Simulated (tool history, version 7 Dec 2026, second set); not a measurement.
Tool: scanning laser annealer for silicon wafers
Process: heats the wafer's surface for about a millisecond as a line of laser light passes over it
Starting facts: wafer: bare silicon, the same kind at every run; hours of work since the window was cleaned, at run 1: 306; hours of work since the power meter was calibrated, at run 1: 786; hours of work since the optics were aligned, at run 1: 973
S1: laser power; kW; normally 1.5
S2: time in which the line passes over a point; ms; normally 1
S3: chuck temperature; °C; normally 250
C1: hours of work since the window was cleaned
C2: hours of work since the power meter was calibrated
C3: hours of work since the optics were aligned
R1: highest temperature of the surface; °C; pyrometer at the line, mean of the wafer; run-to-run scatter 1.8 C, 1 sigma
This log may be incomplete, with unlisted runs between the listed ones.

run    hour     S1    S2   S3   C1    C2    C3    R1
  1       0    1.5     1  250  306   786   973   921
  2    79.2    1.5  1.11  250  345   825  1013   955
  3   133.6    1.5     1  250  372   852  1039   910
      157.6  -- window over the wafer cleaned
  4   206.8    1.5     1  250   24   887  1075   960
  5   279.7    1.5  1.09  250   60   923  1111   998
  6   359.7    1.5  1.09  250  100   963  1150   993
  7     436    1.5  1.09  250  138  1001  1188   984
  8     521    1.5     1  225  180  1043  1230   916
  9     583  1.376     1  225  211  1074  1261   840
 10   661.3  1.376     1  286  249  1112  1300   892
 11   733.4    1.5     1  250  285  1148  1335   922
 12   787.6    1.5     1  236  312  1175  1362   903
 13   867.3    1.5     1  236  351  1214  1402   900
      933.6  -- window over the wafer cleaned
 14   933.6    1.5     1  236    0  1246  1433   949
 15   996.5    1.5     1  236   31  1277  1465   943
 16  1065.9    1.5     1  260   65  1312  1499   965
 17  1119.5    1.5     1  260   92  1338  1525   959
 18  1182.7    1.5     1  260  123  1369  1557   953
 19  1251.5    1.5     1  221  157  1403  1591   911
 20  1332.5    1.5     1  221  197  1444  1631   902
 21  1397.9  1.305  0.88  289  230  1476  1663   814
 22  1437.5    1.5  0.94  287  249  1496  1683   936
 23  1496.9    1.5  0.94  287  279  1525  1712   931
 24  1560.9  1.524  1.03  229  310  1557  1744   924
 25  1605.9  1.454  1.11  247  333  1579  1766   927
 26    1655  1.454  1.11  247  357  1603  1791   922
     1711.6  -- window over the wafer cleaned
 27  1750.3  1.384  1.16  264   19  1649  1837   957
 28  1838.1  1.573  1.23  237   63  1693  1880  1078
 29  1891.6  1.521     1  252   89  1719  1907   959
     1941.7  -- optics aligned, line set to its width
 30  1941.7  1.513  1.11  289  111  1742     0  1049
 31  1995.6  1.513  1.11  289  138  1768    27  1042
 32  2033.5  1.381  0.77  282  157  1787    45   817
 33  2075.9  1.437  0.91  250  178  1808    66   871
 34  2129.5  1.555  0.91  280  204  1835    93   964
 35  2201.6  1.446  0.75  250  240  1870   129   800
 36  2243.1  1.446  0.75  250  261  1891   149   795
 37  2334.9  1.635  1.08  270  306  1936   195  1057
 38    2407  1.362  1.08  234  342  1972   230   851
 39  2472.3  1.327  0.87  235  374  2004   263   755
     2494.8  -- window over the wafer cleaned
 40  2529.3  1.327  0.87  235   17  2032   290   794

Hidden state or all else? Some run-to-run changes of R1, split into what the settings, what came in and random variation would give without the hidden state, and what is left for the hidden state (with any gauge scatter that isn't in both results):
The tool's hidden condition here consists of: light that passes the window, % of a clean one's; laser's true power over the reading, %; width of the line over the set one, %; drift of the gauge itself on peak_c, C.
Run 3 -> 4: window over the wafer cleaned. R1 +50 °C: hidden state +54, all else -4.
Run 13 -> 14: window over the wafer cleaned. R1 +49 °C: hidden state +51, all else -2.
Run 26 -> 27: S1 1.454 -> 1.384, S2 1.11 -> 1.16, S3 247 -> 264, window over the wafer cleaned. R1 +35 °C: hidden state +48, all else -13.
Run 31 -> 32: S1 1.513 -> 1.381, S2 1.11 -> 0.77, S3 289 -> 282. R1 -225 °C: hidden state +5, all else -230.
Run 36 -> 37: S1 1.446 -> 1.635, S2 0.75 -> 1.08, S3 250 -> 270. R1 +262 °C: hidden state -26, all else +288.
Run 37 -> 38: S1 1.635 -> 1.362, S3 270 -> 234. R1 -206 °C: hidden state +8, all else -214.

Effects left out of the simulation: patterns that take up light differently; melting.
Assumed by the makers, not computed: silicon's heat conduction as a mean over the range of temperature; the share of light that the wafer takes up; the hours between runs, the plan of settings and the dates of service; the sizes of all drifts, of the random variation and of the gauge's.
